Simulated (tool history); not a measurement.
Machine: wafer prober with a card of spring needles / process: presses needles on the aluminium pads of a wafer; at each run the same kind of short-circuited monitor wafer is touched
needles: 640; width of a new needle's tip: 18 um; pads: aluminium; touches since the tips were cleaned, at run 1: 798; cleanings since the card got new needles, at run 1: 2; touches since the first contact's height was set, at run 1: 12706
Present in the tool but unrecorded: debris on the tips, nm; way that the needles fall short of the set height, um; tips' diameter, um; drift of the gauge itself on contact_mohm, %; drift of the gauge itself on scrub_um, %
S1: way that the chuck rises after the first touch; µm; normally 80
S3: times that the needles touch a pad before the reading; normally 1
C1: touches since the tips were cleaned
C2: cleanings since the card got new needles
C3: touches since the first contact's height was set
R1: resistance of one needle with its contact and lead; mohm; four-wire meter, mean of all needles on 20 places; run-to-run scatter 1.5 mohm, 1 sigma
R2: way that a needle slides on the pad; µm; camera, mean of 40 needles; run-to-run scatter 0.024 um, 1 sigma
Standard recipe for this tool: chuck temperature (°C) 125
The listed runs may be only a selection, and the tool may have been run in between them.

{"run": 1, "hour": 0.0, "S1": 80, "chuck temperature (°C)": 125, "S3": 1, "C1": 798, "C2": 2, "C3": 12706, "R1": 143, "R2": 10.82}
{"run": 2, "hour": 15.5, "S1": 80, "chuck temperature (°C)": 125, "S3": 1, "C1": 4773, "C2": 2, "C3": 16681, "R1": 143, "R2": 10.83}
{"hour": 19.4, "done": "tips cleaned on abrasive film"}
{"run": 3, "hour": 24.1, "S1": 80, "chuck temperature (°C)": 125, "S3": 1, "C1": 1219, "C2": 3, "C3": 18875, "R1": 146, "R2": 10.77}
{"run": 4, "hour": 33.1, "S1": 80, "chuck temperature (°C)": 99, "S3": 1, "C1": 3544, "C2": 3, "C3": 21200, "R1": 139, "R2": 10.8}
{"hour": 41.9, "done": "tips cleaned on abrasive film"}
{"run": 5, "hour": 50.7, "S1": 69, "chuck temperature (°C)": 125, "S3": 1, "C1": 2262, "C2": 4, "C3": 25693, "R1": 146, "R2": 9.36}
{"hour": 64.4, "done": "tips cleaned on abrasive film"}
{"run": 6, "hour": 65.6, "S1": 69, "chuck temperature (°C)": 125, "S3": 1, "C1": 285, "C2": 5, "C3": 29484, "R1": 145, "R2": 9.33}
{"run": 7, "hour": 79.6, "S1": 69, "chuck temperature (°C)": 32, "S3": 1, "C1": 3892, "C2": 5, "C3": 33091, "R1": 130, "R2": 9.33}
{"hour": 86.6, "done": "tips cleaned on abrasive film"}
{"run": 8, "hour": 88.3, "S1": 69, "chuck temperature (°C)": 32, "S3": 1, "C1": 431, "C2": 6, "C3": 35309, "R1": 132, "R2": 9.34}
{"run": 9, "hour": 101.3, "S1": 69, "chuck temperature (°C)": 32, "S3": 1, "C1": 3782, "C2": 6, "C3": 38660, "R1": 134, "R2": 9.33}
{"hour": 109.2, "done": "tips cleaned on abrasive film"}
{"run": 10, "hour": 114.4, "S1": 69, "chuck temperature (°C)": 32, "S3": 1, "C1": 1322, "C2": 7, "C3": 41983, "R1": 131, "R2": 9.33}
{"hour": 131.3, "done": "tips cleaned on abrasive film"}
{"run": 11, "hour": 132.0, "S1": 69, "chuck temperature (°C)": 81, "S3": 1, "C1": 171, "C2": 8, "C3": 46492, "R1": 137, "R2": 9.33}
{"run": 12, "hour": 149.6, "S1": 69, "chuck temperature (°C)": 81, "S3": 1, "C1": 4702, "C2": 8, "C3": 51023, "R1": 139, "R2": 9.34}
{"hour": 153.6, "done": "tips cleaned on abrasive film"}
{"run": 13, "hour": 167.0, "S1": 85, "chuck temperature (°C)": 125, "S3": 1, "C1": 3438, "C2": 9, "C3": 55466, "R1": 143, "R2": 11.51}
{"hour": 177.0, "done": "tips cleaned on abrasive film"}
{"run": 14, "hour": 184.8, "S1": 85, "chuck temperature (°C)": 125, "S3": 1, "C1": 2002, "C2": 10, "C3": 60015, "R1": 142, "R2": 11.49}
{"hour": 199.1, "done": "tips cleaned on abrasive film"}
{"run": 15, "hour": 200.1, "S1": 85, "chuck temperature (°C)": 125, "S3": 1, "C1": 251, "C2": 11, "C3": 63925, "R1": 140, "R2": 11.48}
{"run": 16, "hour": 208.5, "S1": 80, "chuck temperature (°C)": 125, "S3": 1, "C1": 2408, "C2": 11, "C3": 66082, "R1": 141, "R2": 10.81}
{"hour": 221.4, "done": "tips cleaned on abrasive film"}
{"run": 17, "hour": 224.1, "S1": 80, "chuck temperature (°C)": 125, "S3": 1, "C1": 712, "C2": 12, "C3": 70076, "R1": 145, "R2": 10.79}
{"run": 18, "hour": 234.6, "S1": 80, "chuck temperature (°C)": 50, "S3": 1, "C1": 3399, "C2": 12, "C3": 72763, "R1": 131, "R2": 10.82}
{"hour": 244.3, "done": "tips cleaned on abrasive film"}
{"run": 19, "hour": 249.0, "S1": 82, "chuck temperature (°C)": 29, "S3": 1, "C1": 1216, "C2": 13, "C3": 76455, "R1": 128, "R2": 11.1}
{"run": 20, "hour": 259.3, "S1": 82, "chuck temperature (°C)": 81, "S3": 1, "C1": 3844, "C2": 13, "C3": 79083, "R1": 132, "R2": 11.11}
{"hour": 266.9, "done": "tips cleaned on abrasive film"}
{"run": 21, "hour": 271.4, "S1": 69, "chuck temperature (°C)": 39, "S3": 2, "C1": 1157, "C2": 14, "C3": 82178, "R1": 132, "R2": 9.32}
{"run": 22, "hour": 283.7, "S1": 65, "chuck temperature (°C)": 118, "S3": 1, "C1": 4316, "C2": 14, "C3": 85337, "R1": 146, "R2": 8.75}
{"hour": 289.6, "done": "tips cleaned on abrasive film"}
{"run": 23, "hour": 299.9, "S1": 97, "chuck temperature (°C)": 125, "S3": 1, "C1": 2645, "C2": 15, "C3": 89488, "R1": 141, "R2": 13.14}
{"hour": 312.0, "done": "tips cleaned on abrasive film"}
{"run": 24, "hour": 314.2, "S1": 97, "chuck temperature (°C)": 125, "S3": 2, "C1": 563, "C2": 16, "C3": 93134, "R1": 142, "R2": 13.12}
{"run": 25, "hour": 322.5, "S1": 97, "chuck temperature (°C)": 47, "S3": 2, "C1": 2704, "C2": 16, "C3": 95275, "R1": 128, "R2": 13.1}
{"hour": 334.2, "done": "tips cleaned on abrasive film"}
{"run": 26, "hour": 336.8, "S1": 80, "chuck temperature (°C)": 125, "S3": 2, "C1": 678, "C2": 17, "C3": 98926, "R1": 144, "R2": 10.83}
{"run": 27, "hour": 347.5, "S1": 63, "chuck temperature (°C)": 118, "S3": 2, "C1": 3426, "C2": 17, "C3": 101674, "R1": 145, "R2": 8.48}
{"hour": 357.1, "done": "tips cleaned on abrasive film"}
{"run": 28, "hour": 362.4, "S1": 63, "chuck temperature (°C)": 118, "S3": 2, "C1": 1367, "C2": 18, "C3": 105486, "R1": 147, "R2": 8.53}
{"run": 29, "hour": 377.3, "S1": 63, "chuck temperature (°C)": 53, "S3": 3, "C1": 5186, "C2": 18, "C3": 109305, "R1": 139, "R2": 8.54}
{"hour": 379.7, "done": "tips cleaned on abrasive film"}
{"run": 30, "hour": 392.9, "S1": 63, "chuck temperature (°C)": 53, "S3": 3, "C1": 3373, "C2": 19, "C3": 113281, "R1": 137, "R2": 8.48}
{"hour": 402.2, "done": "tips cleaned on abrasive film"}
{"run": 31, "hour": 405.4, "S1": 74, "chuck temperature (°C)": 30, "S3": 3, "C1": 836, "C2": 20, "C3": 116488, "R1": 128, "R2": 9.99}
{"run": 32, "hour": 415.5, "S1": 74, "chuck temperature (°C)": 54, "S3": 3, "C1": 3419, "C2": 20, "C3": 119071, "R1": 133, "R2": 10.0}
{"hour": 424.6, "done": "tips cleaned on abrasive film"}
{"run": 33, "hour": 433.4, "S1": 74, "chuck temperature (°C)": 54, "S3": 3, "C1": 2276, "C2": 21, "C3": 123657, "R1": 136, "R2": 10.08}
{"run": 34, "hour": 445.1, "S1": 74, "chuck temperature (°C)": 54, "S3": 3, "C1": 5279, "C2": 21, "C3": 126660, "R1": 133, "R2": 9.98}

Describe how what the log doesn't record of the tool's condition differs between the last listed run preceding each entry between runs and the first listed run following it.
Run 2 -> run 3: tips cleaned on abrasive film (hour 19.4)
  debris on the tips, nm: 1.2 -> 0.5
Run 4 -> run 5: tips cleaned on abrasive film (hour 41.9)
  debris on the tips, nm: 1 -> 0.8; way that the needles fall short of the set height, um: 0 -> 0.01
Run 5 -> run 6: tips cleaned on abrasive film (hour 64.4)
  debris on the tips, nm: 0.8 -> 0.3
Run 7 -> run 8: tips cleaned on abrasive film (hour 86.6)
  debris on the tips, nm: 1.1 -> 0.2
Run 9 -> run 10: tips cleaned on abrasive film (hour 109.2)
  debris on the tips, nm: 1 -> 0.5
Run 10 -> run 11: tips cleaned on abrasive film (hour 131.3)
  debris on the tips, nm: 0.5 -> 0.2
Run 12 -> run 13: tips cleaned on abrasive film (hour 153.6)
  debris on the tips, nm: 1.2 -> 1
Run 13 -> run 14: tips cleaned on abrasive film (hour 177.0)
  debris on the tips, nm: 1 -> 0.7
Run 14 -> run 15: tips cleaned on abrasive film (hour 199.1)
  debris on the tips, nm: 0.7 -> 0.2
Run 16 -> run 17: tips cleaned on abrasive film (hour 221.4)
  debris on the tips, nm: 0.8 -> 0.4; way that the needles fall short of the set height, um: 0.01 -> 0.02; tips' diameter, um: 18 -> 18.01
Run 18 -> run 19: tips cleaned on abrasive film (hour 244.3)
  debris on the tips, nm: 1 -> 0.5
Run 20 -> run 21: tips cleaned on abrasive film (hour 266.9)
  debris on the tips, nm: 1 -> 0.6
Run 22 -> run 23: tips cleaned on abrasive film (hour 289.6)
  debris on the tips, nm: 1.2 -> 0.9
Run 23 -> run 24: tips cleaned on abrasive film (hour 312.0)
  debris on the tips, nm: 0.9 -> 0.3
Run 25 -> run 26: tips cleaned on abrasive film (hour 334.2)
  debris on the tips, nm: 0.9 -> 0.3
Run 27 -> run 28: tips cleaned on abrasive film (hour 357.1)
  debris on the tips, nm: 1 -> 0.5
Run 29 -> run 30: tips cleaned on abrasive film (hour 379.7)
  debris on the tips, nm: 1.2 -> 0.9
Run 30 -> run 31: tips cleaned on abrasive film (hour 402.2)
  debris on the tips, nm: 0.9 -> 0.4; way that the needles fall short of the set height, um: 0.02 -> 0.03
Run 32 -> run 33: tips cleaned on abrasive film (hour 424.6)
  debris on the tips, nm: 1 -> 0.8
